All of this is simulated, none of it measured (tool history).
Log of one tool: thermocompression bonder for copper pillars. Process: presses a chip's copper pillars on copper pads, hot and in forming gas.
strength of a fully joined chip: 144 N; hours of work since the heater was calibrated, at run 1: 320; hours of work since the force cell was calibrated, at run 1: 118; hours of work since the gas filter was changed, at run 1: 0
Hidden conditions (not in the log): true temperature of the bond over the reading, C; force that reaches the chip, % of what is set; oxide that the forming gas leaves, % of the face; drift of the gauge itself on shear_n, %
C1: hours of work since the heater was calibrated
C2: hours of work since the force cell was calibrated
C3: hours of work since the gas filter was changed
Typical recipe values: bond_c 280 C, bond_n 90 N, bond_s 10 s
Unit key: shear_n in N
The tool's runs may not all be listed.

run 1 hour=0.0 | bond_c=280 bond_n=90 bond_s=10 | C1=320 C2=118 C3=0 | shear_n=88.6
run 2 hour=24.4 | bond_c=280 bond_n=90 bond_s=10 | C1=333 C2=131 C3=13 | shear_n=89.4
run 3 hour=43.1 | bond_c=280 bond_n=90 bond_s=10 | C1=343 C2=141 C3=24 | shear_n=90.9
run 4 hour=64.3 | bond_c=254 bond_n=90 bond_s=10 | C1=355 C2=153 C3=35 | shear_n=69.0
run 5 hour=84.5 | bond_c=254 bond_n=90 bond_s=10 | C1=366 C2=164 C3=46 | shear_n=68.0
run 6 hour=97.2 | bond_c=254 bond_n=90 bond_s=10 | C1=373 C2=171 C3=53 | shear_n=69.1
run 7 hour=115.2 | bond_c=280 bond_n=90 bond_s=7 | C1=383 C2=181 C3=63 | shear_n=83.1
run 8 hour=132.4 | bond_c=295 bond_n=65 bond_s=7 | C1=392 C2=190 C3=73 | shear_n=82.1
run 9 hour=146.7 | bond_c=295 bond_n=65 bond_s=7 | C1=400 C2=198 C3=80 | shear_n=84.6
run 10 hour=162.0 | bond_c=297 bond_n=102 bond_s=6 | C1=409 C2=207 C3=89 | shear_n=94.2

Predict the results of run 11:
run 11 hour=188.1 | bond_c=297 bond_n=102 bond_s=6 | C1=423 C2=221 C3=103 | shear_n=?

For run 11 the tool returned shear_n 95.8 N.
Were there no unlogged condition in the tool, this run, its random variation unchanged, would have produced shear_n 96.2 N.
